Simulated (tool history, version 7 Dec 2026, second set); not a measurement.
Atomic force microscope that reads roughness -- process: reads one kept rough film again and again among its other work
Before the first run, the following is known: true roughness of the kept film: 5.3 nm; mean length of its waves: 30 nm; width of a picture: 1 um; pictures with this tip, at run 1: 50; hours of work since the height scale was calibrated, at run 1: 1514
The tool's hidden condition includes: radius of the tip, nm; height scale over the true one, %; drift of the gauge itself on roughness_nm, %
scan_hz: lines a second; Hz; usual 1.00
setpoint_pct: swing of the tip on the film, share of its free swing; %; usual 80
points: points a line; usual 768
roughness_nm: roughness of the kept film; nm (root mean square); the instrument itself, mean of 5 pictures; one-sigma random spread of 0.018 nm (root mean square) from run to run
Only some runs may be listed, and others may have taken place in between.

run    hour  scan_hz  setpoint_pct  points  pictures with this tip  hours of work since the height scale was calibrated  roughness_nm
  1     0.0     1.00            80     768                      50                                                 1514         4.107
  2    36.6     1.00            80     504                     116                                                 1541         3.827
  3    63.2     1.00            63     504                     164                                                 1561         3.798
  4    95.8     1.00            80     768                     223                                                 1585         3.453
      122.4  -- new tip fitted
  5   132.1     1.00            80     768                      18                                                 1612         4.283
  6   168.1     1.10            80     768                      83                                                 1638         3.934
  7   209.3     1.10            80     768                     157                                                 1669         3.668
  8   257.2     1.00            80     661                     244                                                 1705         3.373
      272.4  -- new tip fitted
  9   303.4     1.00            80     768                      56                                                 1739         4.075
 10   340.7     1.00            80     286                     124                                                 1767         3.742
 11   381.5     1.00            80     341                     197                                                 1797         3.495
      424.4  -- new tip fitted
 12   429.5     1.00            80     341                       9                                                 1832         4.254
 13   476.3     0.54            80     768                      94                                                 1867         4.029
 14   525.0     0.54            80     768                     182                                                 1903         3.741
      573.7  -- new tip fitted
 15   574.2     0.54            80     768                       1                                                 1940         4.474
 16   609.1     1.00            68     768                      64                                                 1966         4.196
 17   660.5     1.00            76     768                     157                                                 2004         3.741
 18   684.4     1.00            80     768                     200                                                 2022         3.530
      724.0  -- new tip fitted
 19   728.8     1.00            80     768                       9                                                 2054         4.295
 20   751.9     1.00            80     768                      51                                                 2072         4.109
 21   782.0     1.00            80     768                     105                                                 2094         3.890
      786.5  -- height scale calibrated on a step standard
 22   812.3     1.00            80     749                     158                                                   19         3.693
 23   835.7     1.00            80     749                     200                                                   37         3.519
 24   861.4     1.00            80     749                     247                                                   56         3.392
      874.7  -- new tip fitted
 25   885.4     1.00            80     749                      19                                                   73         4.218
 26   917.2     1.00            80     749                      77                                                   97         3.946
      936.7  -- height scale calibrated on a step standard, once more
 27   958.7     1.00            77     768                     150                                                   16         3.760
 28   981.8     1.28            80     731                     192                                                   34         3.538
 29  1016.1     0.63            87     721                     254                                                   59         3.474
     1025.5  -- new tip fitted
 30  1046.1     0.63            87     721                      37                                                   81         4.247
 31  1088.2     0.52            83     619                     113                                                  112         4.021
 32  1128.1     1.00            80     290                     185                                                  142         3.608
 33  1170.9     1.00            74     518                     263                                                  174         3.479
     1178.5  -- new tip fitted
 34  1203.4     1.00            74     518                      45                                                  198         4.271
 35  1227.3     1.00            74     518                      89                                                  216         4.122
 36  1267.4     2.44            55     419                     161                                                  245         3.836
 37  1293.5     2.42            80     555                     208                                                  265         3.245
 38  1326.6     2.42            80     391                     268                                                  290         3.108
     1329.5  -- new tip fitted
 39  1378.2     1.00            62     474                      88                                                  328         4.155
 40  1416.7     1.45            58     810                     158                                                  356         3.872
 41  1441.6     1.45            81     281                     203                                                  375         3.427
 42  1473.5     1.45            74     281                     261                                                  399         3.318
     1482.5  -- new tip fitted
 43  1499.6     1.45            74     281                      31                                                  418         4.196
 44  1533.6     1.45            67     281                      92                                                  443         3.978
 45  1562.4     0.52            80     768                     144                                                  464         3.860
 46  1601.5     0.72            88     715                     215                                                  493         3.510
     1632.2  -- new tip fitted
 47  1643.5     2.92            63     715                      20                                                  524         4.321
 48  1675.3     2.92            63     715                      77                                                  548         4.044
 49  1723.7     1.14            80     971                     165                                                  584         3.708
 50  1772.9     0.61            86     343                     254                                                  621         3.431
     1784.0  -- new tip fitted
 51  1808.8     1.95            75     437                      45                                                  647         3.983

Across each entry between runs, compare the hidden state at the last listed run before it with the hidden state at the first listed run after it:
Between runs 4 and 5: new tip fitted (hour 122.4)
  radius of the tip, nm: 17.9 -> 6.1; height scale over the true one, %: -1.05 -> -1.07
  the result without the hidden state subtracted from the measured one, roughness_nm: -0.976 -> -0.142 nm (root mean square)
Between runs 8 and 9: new tip fitted (hour 272.4)
  radius of the tip, nm: 19 -> 8.7; height scale over the true one, %: -1.14 -> -1.16
  the result without the hidden state subtracted from the measured one, roughness_nm: -1.034 -> -0.368 nm (root mean square)
Between runs 11 and 12: new tip fitted (hour 424.4)
  radius of the tip, nm: 16.4 -> 6; height scale over the true one, %: -1.2 -> -1.23
  the result without the hidden state subtracted from the measured one, roughness_nm: -0.881 -> -0.142 nm (root mean square)
Between runs 14 and 15: new tip fitted (hour 573.7)
  radius of the tip, nm: 14.8 -> 5.6; height scale over the true one, %: -1.28 -> -1.3
  the result without the hidden state subtracted from the measured one, roughness_nm: -0.823 -> -0.115 nm (root mean square)
Between runs 18 and 19: new tip fitted (hour 724.0)
  radius of the tip, nm: 16.2 -> 5.8; height scale over the true one, %: -1.36 -> -1.38
  the result without the hidden state subtracted from the measured one, roughness_nm: -0.881 -> -0.131 nm (root mean square)
Between runs 21 and 22: height scale calibrated on a step standard (hour 786.5)
  radius of the tip, nm: 10.7 -> 13.6; height scale over the true one, %: -1.41 -> -2.09
  the result without the hidden state subtracted from the measured one, roughness_nm: -0.528 -> -0.757 nm (root mean square)
Between runs 24 and 25: new tip fitted (hour 874.7)
  radius of the tip, nm: 18.5 -> 6.2; height scale over the true one, %: -2.11 -> -2.13
  the result without the hidden state subtracted from the measured one, roughness_nm: -1.048 -> -0.203 nm (root mean square)
Between runs 26 and 27: height scale calibrated on a step standard, once more (hour 936.7)
  radius of the tip, nm: 9.8 -> 13.6; height scale over the true one, %: -2.14 -> -0.13
  the result without the hidden state subtracted from the measured one, roughness_nm: -0.485 -> -0.677 nm (root mean square)
Between runs 29 and 30: new tip fitted (hour 1025.5)
  radius of the tip, nm: 18.8 -> 7.1; height scale over the true one, %: -0.16 -> -0.17
  the result without the hidden state subtracted from the measured one, roughness_nm: -1.005 -> -0.189 nm (root mean square)
Between runs 33 and 34: new tip fitted (hour 1178.5)
  radius of the tip, nm: 19.2 -> 7.3; height scale over the true one, %: -0.24 -> -0.25
  the result without the hidden state subtracted from the measured one, roughness_nm: -1.037 -> -0.219 nm (root mean square)
Between runs 38 and 39: new tip fitted (hour 1329.5)
  radius of the tip, nm: 19.2 -> 10; height scale over the true one, %: -0.32 -> -0.35
  the result without the hidden state subtracted from the measured one, roughness_nm: -0.929 -> -0.450 nm (root mean square)
Between runs 42 and 43: new tip fitted (hour 1482.5)
  radius of the tip, nm: 19.4 -> 6.7; height scale over the true one, %: -0.39 -> -0.41
  the result without the hidden state subtracted from the measured one, roughness_nm: -1.010 -> -0.164 nm (root mean square)
Between runs 46 and 47: new tip fitted (hour 1632.2)
  radius of the tip, nm: 17.1 -> 5.9; height scale over the true one, %: -0.46 -> -0.48
  the result without the hidden state subtracted from the measured one, roughness_nm: -0.910 -> -0.101 nm (root mean square)
Between runs 50 and 51: new tip fitted (hour 1784.0)
  radius of the tip, nm: 18.7 -> 7.9; height scale over the true one, %: -0.55 -> -0.57
  the result without the hidden state subtracted from the measured one, roughness_nm: -1.002 -> -0.263 nm (root mean square)

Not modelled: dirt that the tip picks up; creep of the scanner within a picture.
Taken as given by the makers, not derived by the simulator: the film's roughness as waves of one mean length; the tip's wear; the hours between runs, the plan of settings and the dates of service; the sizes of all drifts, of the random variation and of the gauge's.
